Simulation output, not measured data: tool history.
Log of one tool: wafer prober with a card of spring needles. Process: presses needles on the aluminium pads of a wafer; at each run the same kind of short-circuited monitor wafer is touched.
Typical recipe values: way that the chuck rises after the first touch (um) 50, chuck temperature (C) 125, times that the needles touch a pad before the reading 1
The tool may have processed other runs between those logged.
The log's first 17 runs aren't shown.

run    day  way that the chuck rises after the first touch (um)  chuck temperature (C)  times that the needles touch a pad before the reading  resistance of one needle with its contact and lead (mohm)  way that a needle slides on the pad (um)
 18  4.908                                                   50                    125                                                      3                                                        299                                     10.64
     5.042  -- tips cleaned on abrasive film
 19  5.312                                                   48                     45                                                      1                                                        370                                     10.20
 20  5.567                                                   39                     34                                                      1                                                        526                                      8.30
     5.604  -- tips cleaned on abrasive film
 21  6.017                                                   39                     34                                                      1                                                        487                                      8.28
     6.188  -- tips cleaned on abrasive film
 22  6.458                                                   42                     53                                                      1                                                        404                                      8.91
     6.754  -- tips cleaned on abrasive film
 23  6.900                                                   42                     42                                                      1                                                        344                                      8.87
 24  7.304                                                   40                     46                                                      2                                                        399                                      8.44
     7.338  -- tips cleaned on abrasive film
 25  7.646                                                   68                     31                                                      2                                                        267                                     14.48
     7.900  -- tips cleaned on abrasive film
 26  7.979                                                   46                     32                                                      2                                                        270                                      9.74
 27  8.346                                                   37                     62                                                      1                                                        531                                      7.74
     8.475  -- tips cleaned on abrasive film
 28  8.746                                                   37                     62                                                      1                                                        469                                      7.58
 29  8.988                                                   37                     62                                                      1                                                        552                                      7.72
     9.054  -- tips cleaned on abrasive film
 30  9.325                                                   37                     62                                                      1                                                        470                                      7.66

Expected results for the next run?
 31  9.550                                                   50                     62                                                      1                                                          ?                                         ?

{"run 31": {"resistance of one needle with its contact and lead (mohm)": 406, "way that a needle slides on the pad (um)": 10.55}}
The same run, on a tool lacking any hidden state, would have yielded resistance of one needle with its contact and lead (mohm) 221, way that a needle slides on the pad (um) 10.90.

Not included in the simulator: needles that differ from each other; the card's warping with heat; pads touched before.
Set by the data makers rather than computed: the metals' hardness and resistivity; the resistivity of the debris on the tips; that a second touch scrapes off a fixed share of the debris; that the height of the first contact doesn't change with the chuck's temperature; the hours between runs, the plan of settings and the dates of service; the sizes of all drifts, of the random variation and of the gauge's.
